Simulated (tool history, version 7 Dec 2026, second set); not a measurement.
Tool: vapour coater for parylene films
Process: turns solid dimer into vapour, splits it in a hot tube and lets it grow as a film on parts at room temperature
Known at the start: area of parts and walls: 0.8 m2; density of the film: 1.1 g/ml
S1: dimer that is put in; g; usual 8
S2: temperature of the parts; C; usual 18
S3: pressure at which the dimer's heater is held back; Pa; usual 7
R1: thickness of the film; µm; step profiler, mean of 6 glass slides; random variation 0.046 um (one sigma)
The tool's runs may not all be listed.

run	hour	S1	S2	S3	R1
1	0	8	18	7	4.46
2	11.9	8	18	7	4.44
3	27.2	8	18	7	4.45
# hour 32.3: trap's valve overhauled
4	38.6	8	18	7	4.15
5	54.7	8	18	7	4.03
6	67.4	4	18	7	1.97
7	80.1	4	18	7	1.99
# hour 98.2: trap's valve overhauled, once more
8	101.6	4	18	8.34	2.48
9	115.2	4	18	8.34	2.45
10	129.1	8	18	7	5.09
11	140.7	8	18	7	5.12
12	150.2	8	18	7	4.92
13	166.7	6	18	3.7	4.01
14	177.3	6	18	3.7	3.97
15	186.9	6	18	3.7	3.95
16	195.2	6	18	3.7	4
17	203.5	4	10	2.68	3.56
18	220.1	5	17	7	3.11
19	229.2	9	11	7	6.87
20	245.7	4	14	2	3.11
21	258.5	4	14	2	3.1
22	274.8	4	10	7.19	3.02
23	286.8	10	11	8.21	7.24

3 ways to go on from here, each from the tool as it stands after run 23. What would each give?
A	299.3	8	15	3.81	?
B	299.3	8	23	4.78	?
C	299.3	6	19	4.38	?

run	R1
A	5.52
B	4.11
C	3.62
Without the tool's hidden state the same runs would have given:
run	R1
A	6.1
B	4.54
C	4

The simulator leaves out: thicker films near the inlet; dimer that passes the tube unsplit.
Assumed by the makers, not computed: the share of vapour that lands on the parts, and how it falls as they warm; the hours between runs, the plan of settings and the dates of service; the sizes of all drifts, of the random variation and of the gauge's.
